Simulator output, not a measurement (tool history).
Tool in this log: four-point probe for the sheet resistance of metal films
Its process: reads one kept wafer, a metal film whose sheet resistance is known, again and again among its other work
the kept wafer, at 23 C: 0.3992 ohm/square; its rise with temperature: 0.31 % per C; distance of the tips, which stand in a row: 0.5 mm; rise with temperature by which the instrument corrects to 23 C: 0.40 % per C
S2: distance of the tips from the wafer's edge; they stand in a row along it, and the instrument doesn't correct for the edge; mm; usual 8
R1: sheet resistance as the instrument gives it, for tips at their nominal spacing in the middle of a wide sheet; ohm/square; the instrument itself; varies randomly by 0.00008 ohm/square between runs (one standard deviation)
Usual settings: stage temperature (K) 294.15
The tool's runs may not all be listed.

run 1 hour=0.0 | stage_temperature_(K)=294.15 S2=8 | R1=0.400585
run 2 hour=8.0 | stage_temperature_(K)=294.15 S2=8 | R1=0.400544
run 3 hour=17.2 | stage_temperature_(K)=294.15 S2=8 | R1=0.400540
run 4 hour=26.1 | stage_temperature_(K)=294.15 S2=8 | R1=0.400546
run 5 hour=39.7 | stage_temperature_(K)=294.15 S2=21 | R1=0.399757
run 6 hour=48.5 | stage_temperature_(K)=294.15 S2=21 | R1=0.399909
run 7 hour=57.4 | stage_temperature_(K)=294.15 S2=21 | R1=0.399685
run 8 hour=70.7 | stage_temperature_(K)=294.15 S2=8 | R1=0.400535
run 9 hour=86.3 | stage_temperature_(K)=294.15 S2=8 | R1=0.400299
run 10 hour=97.4 | stage_temperature_(K)=294.15 S2=8 | R1=0.400363
run 11 hour=105.8 | stage_temperature_(K)=303.15 S2=10 | R1=0.397205
run 12 hour=119.4 | stage_temperature_(K)=298.15 S2=8 | R1=0.399419
run 13 hour=133.9 | stage_temperature_(K)=296.15 S2=11 | R1=0.399509
run 14 hour=140.7 | stage_temperature_(K)=305.15 S2=60 | R1=0.396322
run 15 hour=151.7 | stage_temperature_(K)=305.15 S2=60 | R1=0.396292
run 16 hour=158.7 | stage_temperature_(K)=303.15 S2=63 | R1=0.396842
run 17 hour=169.8 | stage_temperature_(K)=306.15 S2=34 | R1=0.395897
run 18 hour=176.0 | stage_temperature_(K)=299.15 S2=9 | R1=0.398669
run 19 hour=187.3 | stage_temperature_(K)=298.15 S2=47 | R1=0.398456

Between the runs listed above, the log contained 2 entries, not reproduced here. Where in the sequence does each belong, and how does what the log doesn't record of the tool's condition differ from the listed run before to the listed run after?
In the gap between runs 8 and 9: stage's thermometer calibrated (hour 72.2)
  inner tips' distance over the nominal, %: -0.014 -> -0.017; tips' flats over new ones', %: 5 -> 6; wafer's true temperature over the reading, C: -0.12 -> -0.19
  measured result minus the result with no hidden state, R1: -0.000217 -> -0.000319 ohm/square
In the gap between runs 11 and 12: stage's thermometer calibrated, once more (hour 108.3)
  inner tips' distance over the nominal, %: -0.021 -> -0.024; wafer's true temperature over the reading, C: -0.2 -> 0.07
  measured result minus the result with no hidden state, R1: -0.000330 -> -0.000010 ohm/square

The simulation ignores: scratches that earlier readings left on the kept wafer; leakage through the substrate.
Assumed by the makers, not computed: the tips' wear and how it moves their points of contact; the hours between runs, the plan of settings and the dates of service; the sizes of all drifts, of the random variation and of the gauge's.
